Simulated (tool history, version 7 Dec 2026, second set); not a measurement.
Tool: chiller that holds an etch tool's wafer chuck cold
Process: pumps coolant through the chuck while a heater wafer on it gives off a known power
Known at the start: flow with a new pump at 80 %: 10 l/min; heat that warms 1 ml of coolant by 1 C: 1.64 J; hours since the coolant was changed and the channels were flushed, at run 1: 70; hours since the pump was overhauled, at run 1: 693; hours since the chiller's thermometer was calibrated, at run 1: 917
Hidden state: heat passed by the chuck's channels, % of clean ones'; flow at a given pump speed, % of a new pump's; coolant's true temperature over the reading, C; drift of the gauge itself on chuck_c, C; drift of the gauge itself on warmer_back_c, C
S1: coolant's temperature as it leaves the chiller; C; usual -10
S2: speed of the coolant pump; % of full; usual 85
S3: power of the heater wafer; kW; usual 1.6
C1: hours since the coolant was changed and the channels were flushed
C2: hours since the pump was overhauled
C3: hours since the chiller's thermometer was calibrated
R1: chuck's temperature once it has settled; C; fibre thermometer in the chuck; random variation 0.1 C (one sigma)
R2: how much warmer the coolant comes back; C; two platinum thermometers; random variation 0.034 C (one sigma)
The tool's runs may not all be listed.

run	hour	S1	S2	S3	C1	C2	C3	R1	R2
1	0	-10	85	1.6	70	693	917	3.4	5.54
2	39.5	-15	85	1.6	110	733	957	-1.7	5.54
3	120.3	-10	85	1.6	190	814	1037	3.4	5.51
4	159.5	-10	85	1.6	230	853	1077	3.7	5.53
5	213.7	-10	85	1.6	284	907	1131	3.4	5.54
6	285.5	-10	85	1.6	356	979	1203	3.6	5.53
7	355.2	-10	85	1.6	425	1049	1272	3.4	5.55
8	416.2	-10	85	1.6	486	1110	1333	3.6	5.53
9	493.7	-10	85	1.6	564	1187	1411	3.6	5.58
10	534.9	-10	85	1.6	605	1228	1452	3.6	5.62
11	603.1	-10	85	1.6	673	1297	1520	3.5	5.54
# hour 612.6: coolant pump overhauled
12	657	-10	85	1.6	722	44	1569	3.6	5.6
13	732.3	-10	85	1.6	797	120	1644	3.5	5.62
14	790.9	-10	85	1.6	856	178	1703	3.7	5.61
15	871.8	-10	60	0.869	937	259	1784	0.3	4.39
16	931.6	-10	96	1.743	997	319	1844	3.4	5.34
17	994.5	-10	96	1.743	1060	382	1907	3.2	5.35
18	1069.6	-10	96	1.743	1135	457	1982	3.5	5.29
19	1108.1	-10	96	1.743	1173	495	2020	3.6	5.34
# hour 1148.3: coolant pump overhauled, once more
20	1188.5	-12	96	1.601	1249	40	2096	0.3	4.83
21	1242.9	-12	96	1.601	1303	95	2150	0.4	4.83
22	1296.1	-12	96	1.601	1356	148	2203	0.2	4.86
23	1363.2	-12	96	1.601	1423	215	2270	0.3	4.8
24	1414.7	-12	96	1.601	1475	266	2322	0.3	4.81
25	1489.1	-7	81	1.15	1549	341	2396	3.1	4.15
26	1541.9	-6	70	2.37	1602	394	2449	17.9	10.11
27	1619.4	-20	70	1.207	1680	471	2527	-7.6	5.08
28	1663.7	-8	78	1.548	1724	515	2571	6.2	5.85

3 ways to go on from here, each from the tool as it stands after run 28. What would each give?
A	1704.6	-16	92	1.949	1765	556	2612	?	?
B	1704.6	-1	78	1.548	1765	556	2612	?	?
C	1704.6	-3	85	1.226	1765	556	2612	?	?

run	R1	R2
A	-0.4	6.12
B	13.2	5.84
C	7.5	4.21
Without the tool's hidden state the same runs would have given:
run	R1	R2
A	-1.1	6.08
B	12.6	5.81
C	6.9	4.18
